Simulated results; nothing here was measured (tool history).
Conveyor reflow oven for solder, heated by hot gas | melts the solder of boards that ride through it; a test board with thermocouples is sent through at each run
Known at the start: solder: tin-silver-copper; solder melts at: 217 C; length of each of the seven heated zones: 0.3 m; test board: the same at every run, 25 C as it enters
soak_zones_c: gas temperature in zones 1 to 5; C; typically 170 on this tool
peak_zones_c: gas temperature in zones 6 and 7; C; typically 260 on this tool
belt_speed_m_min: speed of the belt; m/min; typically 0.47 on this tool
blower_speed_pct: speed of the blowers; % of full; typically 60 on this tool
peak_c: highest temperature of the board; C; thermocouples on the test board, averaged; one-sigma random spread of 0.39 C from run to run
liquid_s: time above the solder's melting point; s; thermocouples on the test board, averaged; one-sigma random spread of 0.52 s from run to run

run,hour,soak_zones_c,peak_zones_c,belt_speed_m_min,blower_speed_pct,peak_c,liquid_s
1,0,170,260,0.47,60,239.1,42.2
2,9.3,170,260,0.47,69,241.5,45.4
3,18.8,170,260,0.47,69,240.8,44.5
4,27,170,260,0.47,69,240.4,44
5,40.2,170,260,0.47,60,237.5,41.6
6,46.1,170,260,0.47,60,238.1,41.3
7,55.3,170,262,0.47,60,240.5,43.1
8,64.8,170,262,0.47,60,240.4,43
# hour 69.4: belt drive overhauled, speed set with a stopwatch
9,74.9,170,262,0.47,60,240.6,43.6
10,86.3,170,262,0.47,60,240.4,43.4
# hour 98.7: belt drive overhauled, speed set with a stopwatch, once more
11,101.4,170,262,0.47,60,240.6,42.4
12,110,170,262,0.47,60,239.4,42.5
13,121.9,170,262,0.406,60,244.9,57.2
14,135.2,170,262,0.406,60,244.1,57.5
15,147.7,164,263,0.47,65,240.5,41.3
16,158.7,170,260,0.47,70,240.4,44.2
17,170.8,166,256,0.404,52,236.8,46.1
18,182.5,166,256,0.404,52,236.9,45.9
19,192,166,256,0.404,89,244.1,56.9
20,199.2,166,256,0.404,89,243.7,57.6
21,205,166,255,0.391,84,242.9,58.2
# hour 211.7: flux residue cleaned out of gas plates and filters
22,222,166,255,0.391,84,245.2,61.3
23,230.2,170,253,0.527,57,229.9,26.4
24,237.5,170,253,0.559,59,228.4,21.8
25,248.6,170,271,0.47,64,251.2,54.6

The logged runs with the hidden state left out (each run's random variation unchanged):
Unlogged tool condition in this case: heat that the gas passes to the board, % of a clean oven's; belt's true speed, % of the reading; true gas temperature in zones 6 and 7 over the reading, C; drift of the gauge itself on peak_c, C; drift of the gauge itself on liquid_s, %.
run,peak_c,liquid_s
1,241.7,45.8
2,244.2,49
3,243.5,48
4,243.1,47.6
5,240.2,45.3
6,240.8,45
7,243.3,46.7
8,243.2,46.7
9,243.5,47.3
10,243.2,47.1
11,243.7,46.4
12,242.4,46.7
13,247.6,60.8
14,246.8,61.1
15,244,45.8
16,243.7,48.6
17,239.5,50.6
18,239.6,50.5
19,247.1,61.3
20,246.7,62.1
21,245.8,62.8
22,245.7,61.7
23,230.3,27
24,228.9,22.5
25,251.8,55.1
